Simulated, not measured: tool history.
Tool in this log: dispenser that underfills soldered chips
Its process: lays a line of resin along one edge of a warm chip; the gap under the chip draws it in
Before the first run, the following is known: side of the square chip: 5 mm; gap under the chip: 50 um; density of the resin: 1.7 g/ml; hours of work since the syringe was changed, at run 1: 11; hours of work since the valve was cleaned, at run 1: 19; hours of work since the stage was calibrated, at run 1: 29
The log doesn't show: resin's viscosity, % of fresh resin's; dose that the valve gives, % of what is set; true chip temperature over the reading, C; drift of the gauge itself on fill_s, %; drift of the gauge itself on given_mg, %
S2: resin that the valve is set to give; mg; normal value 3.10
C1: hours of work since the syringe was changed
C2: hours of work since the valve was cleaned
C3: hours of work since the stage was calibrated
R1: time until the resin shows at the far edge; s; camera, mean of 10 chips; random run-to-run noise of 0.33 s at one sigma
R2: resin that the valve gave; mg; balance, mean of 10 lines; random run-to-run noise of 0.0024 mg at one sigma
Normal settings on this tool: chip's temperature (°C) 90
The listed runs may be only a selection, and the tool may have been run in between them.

{"run": 1, "hour": 0.0, "chip's temperature (°C)": 90, "S2": 3.1, "C1": 11, "C2": 19, "C3": 29, "R1": 25.4, "R2": 3.084}
{"hour": 1.2, "done": "new syringe of resin"}
{"run": 2, "hour": 6.8, "chip's temperature (°C)": 90, "S2": 2.96, "C1": 4, "C2": 23, "C3": 34, "R1": 17.6, "R2": 2.935}
{"run": 3, "hour": 12.5, "chip's temperature (°C)": 82, "S2": 3.1, "C1": 8, "C2": 28, "C3": 38, "R1": 30.3, "R2": 3.07}
{"hour": 16.3, "done": "new syringe of resin"}
{"run": 4, "hour": 19.7, "chip's temperature (°C)": 90, "S2": 3.1, "C1": 2, "C2": 33, "C3": 43, "R1": 15.3, "R2": 3.066}
{"run": 5, "hour": 25.4, "chip's temperature (°C)": 90, "S2": 2.96, "C1": 7, "C2": 37, "C3": 47, "R1": 20.5, "R2": 2.924}
{"hour": 31.7, "done": "new syringe of resin"}
{"hour": 33.9, "done": "dispensing valve cleaned and set on the balance"}
{"run": 6, "hour": 38.9, "chip's temperature (°C)": 90, "S2": 2.81, "C1": 5, "C2": 4, "C3": 56, "R1": 18.6, "R2": 2.799}
{"hour": 47.5, "done": "new syringe of resin"}
{"run": 7, "hour": 51.0, "chip's temperature (°C)": 90, "S2": 3.89, "C1": 3, "C2": 12, "C3": 65, "R1": 14.3, "R2": 3.865}
{"run": 8, "hour": 61.5, "chip's temperature (°C)": 90, "S2": 3.04, "C1": 10, "C2": 20, "C3": 73, "R1": 24.2, "R2": 3.013}
{"hour": 63.0, "done": "new syringe of resin"}
{"run": 9, "hour": 72.8, "chip's temperature (°C)": 90, "S2": 3.04, "C1": 7, "C2": 28, "C3": 81, "R1": 20.0, "R2": 3.007}
{"hour": 78.2, "done": "new syringe of resin"}
{"run": 10, "hour": 83.9, "chip's temperature (°C)": 90, "S2": 3.1, "C1": 4, "C2": 36, "C3": 89, "R1": 16.3, "R2": 3.051}
{"hour": 93.5, "done": "dispensing valve cleaned and set on the balance"}
{"hour": 94.4, "done": "new syringe of resin"}
{"run": 11, "hour": 94.4, "chip's temperature (°C)": 90, "S2": 3.1, "C1": 0, "C2": 0, "C3": 96, "R1": 13.1, "R2": 3.106}
{"run": 12, "hour": 103.8, "chip's temperature (°C)": 90, "S2": 3.1, "C1": 7, "C2": 7, "C3": 102, "R1": 19.9, "R2": 3.099}
{"hour": 109.2, "done": "new syringe of resin"}
{"run": 13, "hour": 114.6, "chip's temperature (°C)": 90, "S2": 3.1, "C1": 4, "C2": 15, "C3": 110, "R1": 16.7, "R2": 3.09}
{"hour": 124.0, "done": "new syringe of resin"}
{"run": 14, "hour": 127.9, "chip's temperature (°C)": 93, "S2": 3.88, "C1": 3, "C2": 25, "C3": 120, "R1": 13.5, "R2": 3.849}
{"run": 15, "hour": 138.1, "chip's temperature (°C)": 90, "S2": 3.12, "C1": 10, "C2": 32, "C3": 127, "R1": 24.0, "R2": 3.086}
{"hour": 139.3, "done": "new syringe of resin"}
{"run": 16, "hour": 150.6, "chip's temperature (°C)": 91, "S2": 2.77, "C1": 8, "C2": 41, "C3": 136, "R1": 20.9, "R2": 2.732}
{"hour": 153.3, "done": "dispensing valve cleaned and set on the balance"}
{"hour": 155.7, "done": "new syringe of resin"}
{"run": 17, "hour": 160.5, "chip's temperature (°C)": 91, "S2": 2.77, "C1": 4, "C2": 5, "C3": 143, "R1": 15.9, "R2": 2.762}
{"hour": 170.7, "done": "new syringe of resin"}
{"run": 18, "hour": 172.5, "chip's temperature (°C)": 91, "S2": 2.77, "C1": 1, "C2": 14, "C3": 151, "R1": 13.5, "R2": 2.753}
{"run": 19, "hour": 178.9, "chip's temperature (°C)": 91, "S2": 2.77, "C1": 6, "C2": 18, "C3": 156, "R1": 18.1, "R2": 2.746}
{"hour": 185.6, "done": "new syringe of resin"}
{"run": 20, "hour": 188.8, "chip's temperature (°C)": 91, "S2": 2.71, "C1": 2, "C2": 25, "C3": 163, "R1": 14.6, "R2": 2.68}
{"run": 21, "hour": 199.2, "chip's temperature (°C)": 84, "S2": 2.9, "C1": 10, "C2": 33, "C3": 171, "R1": 30.1, "R2": 2.863}
{"hour": 200.6, "done": "new syringe of resin"}
{"run": 22, "hour": 208.6, "chip's temperature (°C)": 76, "S2": 2.9, "C1": 6, "C2": 40, "C3": 177, "R1": 30.9, "R2": 2.851}
{"hour": 213.2, "done": "dispensing valve cleaned and set on the balance"}
{"hour": 216.5, "done": "new syringe of resin"}
{"run": 23, "hour": 216.5, "chip's temperature (°C)": 90, "S2": 2.81, "C1": 0, "C2": 2, "C3": 182, "R1": 12.4, "R2": 2.808}
{"run": 24, "hour": 227.2, "chip's temperature (°C)": 90, "S2": 2.82, "C1": 8, "C2": 10, "C3": 190, "R1": 21.7, "R2": 2.812}
{"hour": 231.8, "done": "new syringe of resin"}
{"run": 25, "hour": 239.5, "chip's temperature (°C)": 90, "S2": 2.68, "C1": 6, "C2": 19, "C3": 199, "R1": 18.3, "R2": 2.662}

Branching from run 25: 5 alternative next runs. What would each branch give?
{"run": "A", "hour": 244.9, "chip's temperature (°C)": 90, "S2": 3.69, "C1": 10, "C2": 23, "C3": 203, "R1": "?", "R2": "?"}
{"run": "B", "hour": 244.9, "chip's temperature (°C)": 86, "S2": 2.68, "C1": 10, "C2": 23, "C3": 203, "R1": "?", "R2": "?"}
{"run": "C", "hour": 244.9, "chip's temperature (°C)": 90, "S2": 3.73, "C1": 10, "C2": 23, "C3": 203, "R1": "?", "R2": "?"}
{"run": "D", "hour": 244.9, "chip's temperature (°C)": 83, "S2": 2.72, "C1": 10, "C2": 23, "C3": 203, "R1": "?", "R2": "?"}
{"run": "E", "hour": 244.9, "chip's temperature (°C)": 82, "S2": 3.01, "C1": 10, "C2": 23, "C3": 203, "R1": "?", "R2": "?"}

run=A R1=21.7 R2=3.661
run=B R1=27.4 R2=2.657
run=C R1=22.9 R2=3.694
run=D R1=31.1 R2=2.696
run=E R1=31.1 R2=2.985
With the hidden condition removed and each run's random variation left untouched, the same runs would have given:
run=A R1=12.6 R2=3.691
run=B R1=15.9 R2=2.679
run=C R1=13.5 R2=3.725
run=D R1=18.3 R2=2.718
run=E R1=18.1 R2=3.010

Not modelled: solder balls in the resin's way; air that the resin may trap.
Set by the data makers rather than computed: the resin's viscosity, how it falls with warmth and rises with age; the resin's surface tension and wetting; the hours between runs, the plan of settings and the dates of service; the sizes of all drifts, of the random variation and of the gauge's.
